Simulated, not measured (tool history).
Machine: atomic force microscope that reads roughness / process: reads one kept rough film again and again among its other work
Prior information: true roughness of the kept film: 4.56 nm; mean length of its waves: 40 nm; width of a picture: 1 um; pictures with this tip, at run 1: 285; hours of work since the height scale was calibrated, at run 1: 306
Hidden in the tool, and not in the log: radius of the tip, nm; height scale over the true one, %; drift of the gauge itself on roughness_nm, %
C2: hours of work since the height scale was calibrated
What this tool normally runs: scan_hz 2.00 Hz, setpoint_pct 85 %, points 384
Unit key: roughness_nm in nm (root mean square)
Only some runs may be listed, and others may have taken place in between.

run 1 day=0.000 | scan_hz=2.00 setpoint_pct=85 points=384 | pictures_with_this_tip=285 C2=306 | roughness_nm=3.201
run 2 day=0.446 | scan_hz=2.00 setpoint_pct=85 points=384 | pictures_with_this_tip=308 C2=313 | roughness_nm=3.206
run 3 day=0.750 | scan_hz=2.00 setpoint_pct=85 points=624 | pictures_with_this_tip=324 C2=318 | roughness_nm=3.184
-- day=1.042 new tip fitted
run 4 day=1.238 | scan_hz=2.00 setpoint_pct=85 points=624 | pictures_with_this_tip=11 C2=325 | roughness_nm=3.209
run 5 day=1.604 | scan_hz=2.00 setpoint_pct=85 points=624 | pictures_with_this_tip=30 C2=331 | roughness_nm=3.238
run 6 day=1.921 | scan_hz=2.00 setpoint_pct=85 points=624 | pictures_with_this_tip=46 C2=336 | roughness_nm=3.186
run 7 day=2.242 | scan_hz=2.00 setpoint_pct=61 points=384 | pictures_with_this_tip=63 C2=341 | roughness_nm=3.803
run 8 day=2.742 | scan_hz=2.00 setpoint_pct=85 points=384 | pictures_with_this_tip=89 C2=350 | roughness_nm=3.209
run 9 day=3.258 | scan_hz=2.00 setpoint_pct=85 points=384 | pictures_with_this_tip=116 C2=358 | roughness_nm=3.217
run 10 day=3.700 | scan_hz=2.00 setpoint_pct=85 points=384 | pictures_with_this_tip=140 C2=365 | roughness_nm=3.209
run 11 day=4.088 | scan_hz=2.00 setpoint_pct=75 points=384 | pictures_with_this_tip=160 C2=371 | roughness_nm=3.535
run 12 day=4.483 | scan_hz=2.00 setpoint_pct=75 points=384 | pictures_with_this_tip=181 C2=377 | roughness_nm=3.511
run 13 day=4.788 | scan_hz=2.00 setpoint_pct=85 points=257 | pictures_with_this_tip=197 C2=382 | roughness_nm=3.198
run 14 day=5.275 | scan_hz=2.00 setpoint_pct=85 points=257 | pictures_with_this_tip=222 C2=390 | roughness_nm=3.184
run 15 day=5.671 | scan_hz=2.00 setpoint_pct=85 points=384 | pictures_with_this_tip=243 C2=397 | roughness_nm=3.211
run 16 day=6.167 | scan_hz=2.00 setpoint_pct=71 points=384 | pictures_with_this_tip=269 C2=405 | roughness_nm=3.587
run 17 day=6.404 | scan_hz=2.00 setpoint_pct=85 points=915 | pictures_with_this_tip=281 C2=408 | roughness_nm=3.222
run 18 day=6.721 | scan_hz=2.00 setpoint_pct=73 points=915 | pictures_with_this_tip=298 C2=413 | roughness_nm=3.565
run 19 day=7.129 | scan_hz=2.00 setpoint_pct=85 points=384 | pictures_with_this_tip=319 C2=420 | roughness_nm=3.190
run 20 day=7.375 | scan_hz=2.00 setpoint_pct=85 points=384 | pictures_with_this_tip=332 C2=424 | roughness_nm=3.196
-- day=7.496 new tip fitted
run 21 day=7.654 | scan_hz=2.06 setpoint_pct=85 points=906 | pictures_with_this_tip=8 C2=428 | roughness_nm=3.217
run 22 day=7.871 | scan_hz=3.50 setpoint_pct=61 points=586 | pictures_with_this_tip=20 C2=432 | roughness_nm=3.632
run 23 day=8.217 | scan_hz=3.50 setpoint_pct=61 points=586 | pictures_with_this_tip=38 C2=437 | roughness_nm=3.652
run 24 day=8.475 | scan_hz=3.50 setpoint_pct=61 points=586 | pictures_with_this_tip=51 C2=441 | roughness_nm=3.633
run 25 day=8.762 | scan_hz=3.50 setpoint_pct=61 points=586 | pictures_with_this_tip=67 C2=446 | roughness_nm=3.661
run 26 day=9.225 | scan_hz=3.50 setpoint_pct=81 points=382 | pictures_with_this_tip=91 C2=453 | roughness_nm=2.945
run 27 day=9.633 | scan_hz=2.29 setpoint_pct=81 points=339 | pictures_with_this_tip=112 C2=460 | roughness_nm=3.244
run 28 day=10.158 | scan_hz=2.29 setpoint_pct=81 points=339 | pictures_with_this_tip=140 C2=468 | roughness_nm=3.246
run 29 day=10.629 | scan_hz=1.29 setpoint_pct=67 points=318 | pictures_with_this_tip=164 C2=476 | roughness_nm=3.787
run 30 day=10.867 | scan_hz=3.17 setpoint_pct=82 points=568 | pictures_with_this_tip=177 C2=480 | roughness_nm=2.959
run 31 day=11.396 | scan_hz=3.71 setpoint_pct=82 points=335 | pictures_with_this_tip=204 C2=488 | roughness_nm=2.844
run 32 day=11.617 | scan_hz=1.16 setpoint_pct=67 points=290 | pictures_with_this_tip=216 C2=492 | roughness_nm=3.836
run 33 day=12.038 | scan_hz=1.16 setpoint_pct=67 points=290 | pictures_with_this_tip=238 C2=498 | roughness_nm=3.843
run 34 day=12.429 | scan_hz=1.16 setpoint_pct=67 points=290 | pictures_with_this_tip=258 C2=505 | roughness_nm=3.810
run 35 day=12.942 | scan_hz=1.22 setpoint_pct=70 points=278 | pictures_with_this_tip=285 C2=513 | roughness_nm=3.793
run 36 day=13.458 | scan_hz=0.61 setpoint_pct=55 points=418 | pictures_with_this_tip=312 C2=521 | roughness_nm=4.026
-- day=13.962 new tip fitted
run 37 day=13.962 | scan_hz=0.61 setpoint_pct=55 points=418 | pictures_with_this_tip=0 C2=529 | roughness_nm=4.035
run 38 day=14.292 | scan_hz=1.14 setpoint_pct=59 points=384 | pictures_with_this_tip=17 C2=534 | roughness_nm=3.926
run 39 day=14.625 | scan_hz=1.24 setpoint_pct=56 points=269 | pictures_with_this_tip=34 C2=540 | roughness_nm=3.934
run 40 day=15.075 | scan_hz=1.19 setpoint_pct=69 points=810 | pictures_with_this_tip=58 C2=547 | roughness_nm=3.842

Consider 4 possible next runs. They are alternatives, not a sequence: every one starts from the tool as it was left by run 40. What does each give?
run A day=15.488 | scan_hz=1.79 setpoint_pct=72 points=384 | pictures_with_this_tip=79 C2=554 | roughness_nm=?
run B day=15.488 | scan_hz=0.54 setpoint_pct=69 points=290 | pictures_with_this_tip=79 C2=554 | roughness_nm=?
run C day=15.488 | scan_hz=2.96 setpoint_pct=68 points=403 | pictures_with_this_tip=79 C2=554 | roughness_nm=?
run D day=15.488 | scan_hz=2.00 setpoint_pct=85 points=955 | pictures_with_this_tip=79 C2=554 | roughness_nm=?

run=A roughness_nm=3.628
run=B roughness_nm=3.960
run=C roughness_nm=3.543
run=D roughness_nm=3.222
With no hidden state in the tool, these same runs would have given:
run=A roughness_nm=3.630
run=B roughness_nm=3.962
run=C roughness_nm=3.545
run=D roughness_nm=3.225

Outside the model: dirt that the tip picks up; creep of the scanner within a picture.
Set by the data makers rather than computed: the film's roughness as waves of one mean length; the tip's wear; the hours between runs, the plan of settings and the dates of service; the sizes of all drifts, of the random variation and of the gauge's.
